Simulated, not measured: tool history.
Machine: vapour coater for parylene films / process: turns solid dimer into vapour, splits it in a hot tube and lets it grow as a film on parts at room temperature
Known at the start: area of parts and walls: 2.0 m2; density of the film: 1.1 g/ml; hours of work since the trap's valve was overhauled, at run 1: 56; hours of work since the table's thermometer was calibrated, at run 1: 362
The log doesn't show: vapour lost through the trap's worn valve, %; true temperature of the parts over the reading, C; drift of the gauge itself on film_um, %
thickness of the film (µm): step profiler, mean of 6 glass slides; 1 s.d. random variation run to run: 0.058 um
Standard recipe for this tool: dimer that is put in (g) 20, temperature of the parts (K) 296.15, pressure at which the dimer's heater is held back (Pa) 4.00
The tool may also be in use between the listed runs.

run	hour	dimer that is put in (g)	temperature of the parts (K)	pressure at which the dimer's heater is held back (Pa)	hours of work since the trap's valve was overhauled	hours of work since the table's thermometer was calibrated	thickness of the film (µm)
1	0.0	20	296.15	4.00	56	362	6.52
2	31.6	20	296.15	4.00	79	385	6.45
3	79.3	20	296.15	4.00	115	421	6.45
4	104.1	20	296.15	4.00	133	439	6.47
5	128.3	20	289.15	4.00	151	457	8.41
6	177.0	20	296.15	4.00	187	493	6.30
7	227.1	17	296.15	4.00	225	531	5.35
8	248.6	17	292.15	4.00	241	547	6.37
9	284.0	20	296.15	4.00	267	573	6.16
10	314.6	20	296.15	4.00	290	596	5.95
11	338.1	20	296.15	4.00	307	613	6.05
12	388.7	20	296.15	4.69	345	651	5.71
13	438.6	20	296.15	4.69	382	688	5.69
# hour 461.9: trap's valve overhauled
14	484.5	20	296.15	4.69	17	719	5.08
15	532.8	20	296.15	4.69	53	755	5.13
16	565.8	20	296.15	4.69	77	780	4.99
17	598.6	20	296.15	4.69	102	804	4.94
# hour 608.9: trap's valve overhauled, once more
18	641.2	26	296.15	4.00	24	833	8.40
19	668.2	26	296.15	4.00	44	853	8.32
20	712.6	26	296.15	4.00	77	886	8.23
21	747.2	26	296.15	4.00	103	912	8.29
22	789.9	26	296.15	4.00	135	944	8.21
23	824.0	8	301.15	4.77	160	969	1.89
24	869.0	10	299.15	4.77	194	1003	2.57
25	919.1	10	299.15	4.77	231	1040	2.50
# hour 926.9: table's thermometer calibrated
26	950.6	18	296.15	2.69	254	18	5.86
27	973.6	29	296.15	6.08	271	35	8.29
28	1015.0	29	296.15	6.08	302	66	8.28
29	1060.3	24	307.15	4.00	335	99	4.08
30	1091.8	24	307.15	4.00	359	123	4.13
31	1132.2	32	300.15	2.68	389	153	8.12
# hour 1143.0: trap's valve overhauled
32	1182.5	32	300.15	2.68	29	187	9.28
33	1231.3	20	296.15	6.58	66	224	6.05
34	1259.5	20	289.15	6.31	87	245	8.51
35	1302.5	8	296.15	4.00	119	277	2.56
36	1331.4	30	296.15	4.00	140	298	9.33
37	1359.9	25	296.15	4.94	161	319	7.54
38	1391.2	25	296.15	4.94	185	343	7.55
39	1414.5	20	308.15	4.61	202	360	3.35
40	1443.7	20	308.15	4.61	224	382	3.29
41	1476.5	11	301.15	4.61	248	406	2.55
42	1524.4	11	301.15	4.61	284	442	2.51
43	1552.5	15	296.15	4.00	305	463	4.50

What if the next run were any one of these 4? Each begins from the tool's condition after run 43:
A	1601.4	20	296.15	3.93	341	499	?
B	1601.4	11	305.15	9.38	341	499	?
C	1601.4	16	297.15	4.00	341	499	?
D	1601.4	24	296.15	4.00	341	499	?

run	thickness of the film (µm)
A	5.83
B	1.85
C	4.48
D	6.95
Without the tool's unlogged condition, the same runs would have read:
run	thickness of the film (µm)
A	6.77
B	2.14
C	5.20
D	8.08
